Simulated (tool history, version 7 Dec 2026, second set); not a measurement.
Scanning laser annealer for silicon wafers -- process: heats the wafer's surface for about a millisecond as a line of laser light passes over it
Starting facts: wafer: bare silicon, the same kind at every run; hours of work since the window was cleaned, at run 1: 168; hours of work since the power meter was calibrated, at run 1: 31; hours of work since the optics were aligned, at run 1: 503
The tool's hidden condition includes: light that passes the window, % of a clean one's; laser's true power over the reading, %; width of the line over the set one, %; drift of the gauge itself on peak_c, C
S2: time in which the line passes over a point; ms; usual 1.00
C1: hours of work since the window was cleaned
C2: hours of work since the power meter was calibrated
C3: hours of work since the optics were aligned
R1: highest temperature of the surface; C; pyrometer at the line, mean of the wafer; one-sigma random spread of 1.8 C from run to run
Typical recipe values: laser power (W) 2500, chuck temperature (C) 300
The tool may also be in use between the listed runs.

run 1 day=0.000 | laser_power_(W)=2500 S2=1.00 chuck_temperature_(C)=300 | C1=168 C2=31 C3=503 | R1=1052
run 2 day=0.242 | laser_power_(W)=2500 S2=1.10 chuck_temperature_(C)=300 | C1=171 C2=33 C3=505 | R1=1093
run 3 day=0.738 | laser_power_(W)=2500 S2=1.00 chuck_temperature_(C)=281 | C1=176 C2=39 C3=511 | R1=1036
run 4 day=1.217 | laser_power_(W)=2500 S2=1.00 chuck_temperature_(C)=329 | C1=182 C2=45 C3=517 | R1=1084
run 5 day=1.446 | laser_power_(W)=2500 S2=1.00 chuck_temperature_(C)=329 | C1=185 C2=47 C3=519 | R1=1082
run 6 day=1.971 | laser_power_(W)=2136 S2=1.00 chuck_temperature_(C)=300 | C1=191 C2=53 C3=525 | R1=919
run 7 day=2.246 | laser_power_(W)=2136 S2=1.00 chuck_temperature_(C)=300 | C1=194 C2=57 C3=529 | R1=916
run 8 day=2.771 | laser_power_(W)=2500 S2=0.82 chuck_temperature_(C)=300 | C1=200 C2=63 C3=535 | R1=983
run 9 day=3.158 | laser_power_(W)=2500 S2=0.82 chuck_temperature_(C)=300 | C1=205 C2=67 C3=539 | R1=980
run 10 day=3.408 | laser_power_(W)=2500 S2=0.82 chuck_temperature_(C)=300 | C1=207 C2=70 C3=542 | R1=981
run 11 day=3.833 | laser_power_(W)=2500 S2=0.82 chuck_temperature_(C)=300 | C1=212 C2=75 C3=547 | R1=977
run 12 day=4.388 | laser_power_(W)=2500 S2=0.82 chuck_temperature_(C)=300 | C1=219 C2=81 C3=554 | R1=984
run 13 day=4.646 | laser_power_(W)=2500 S2=0.81 chuck_temperature_(C)=300 | C1=222 C2=84 C3=557 | R1=977
run 14 day=5.121 | laser_power_(W)=2500 S2=0.81 chuck_temperature_(C)=300 | C1=227 C2=90 C3=562 | R1=975
run 15 day=5.512 | laser_power_(W)=2500 S2=1.00 chuck_temperature_(C)=300 | C1=232 C2=94 C3=567 | R1=1056
run 16 day=5.912 | laser_power_(W)=2500 S2=1.00 chuck_temperature_(C)=300 | C1=236 C2=99 C3=571 | R1=1050
run 17 day=6.167 | laser_power_(W)=2500 S2=1.00 chuck_temperature_(C)=300 | C1=239 C2=102 C3=574 | R1=1057
run 18 day=6.562 | laser_power_(W)=2500 S2=1.00 chuck_temperature_(C)=300 | C1=244 C2=107 C3=579 | R1=1054
run 19 day=6.825 | laser_power_(W)=2500 S2=1.00 chuck_temperature_(C)=300 | C1=247 C2=110 C3=582 | R1=1055
run 20 day=7.192 | laser_power_(W)=2500 S2=1.00 chuck_temperature_(C)=300 | C1=251 C2=114 C3=586 | R1=1057
run 21 day=7.471 | laser_power_(W)=2500 S2=1.00 chuck_temperature_(C)=300 | C1=254 C2=117 C3=589 | R1=1055
run 22 day=7.888 | laser_power_(W)=2500 S2=1.00 chuck_temperature_(C)=300 | C1=259 C2=122 C3=594 | R1=1055
run 23 day=8.171 | laser_power_(W)=2244 S2=0.75 chuck_temperature_(C)=262 | C1=263 C2=125 C3=597 | R1=832
run 24 day=8.667 | laser_power_(W)=2371 S2=1.09 chuck_temperature_(C)=336 | C1=268 C2=131 C3=603 | R1=1075
run 25 day=8.950 | laser_power_(W)=2646 S2=0.83 chuck_temperature_(C)=300 | C1=272 C2=134 C3=606 | R1=1038
run 26 day=9.329 | laser_power_(W)=2565 S2=0.95 chuck_temperature_(C)=300 | C1=276 C2=139 C3=611 | R1=1058
run 27 day=9.654 | laser_power_(W)=2500 S2=1.00 chuck_temperature_(C)=302 | C1=280 C2=142 C3=615 | R1=1055
run 28 day=9.908 | laser_power_(W)=2469 S2=1.11 chuck_temperature_(C)=327 | C1=283 C2=145 C3=618 | R1=1111
run 29 day=10.258 | laser_power_(W)=2312 S2=1.00 chuck_temperature_(C)=291 | C1=287 C2=150 C3=622 | R1=974
run 30 day=10.633 | laser_power_(W)=2638 S2=0.74 chuck_temperature_(C)=265 | C1=291 C2=154 C3=626 | R1=957

For run 31, what comes out?
run 31 day=11.071 | laser_power_(W)=2206 S2=0.88 chuck_temperature_(C)=282 | C1=296 C2=159 C3=631 | R1=?

Run 31 measured R1 884 C.
Had the tool carried no hidden state, the very same run would have given R1 884 C.

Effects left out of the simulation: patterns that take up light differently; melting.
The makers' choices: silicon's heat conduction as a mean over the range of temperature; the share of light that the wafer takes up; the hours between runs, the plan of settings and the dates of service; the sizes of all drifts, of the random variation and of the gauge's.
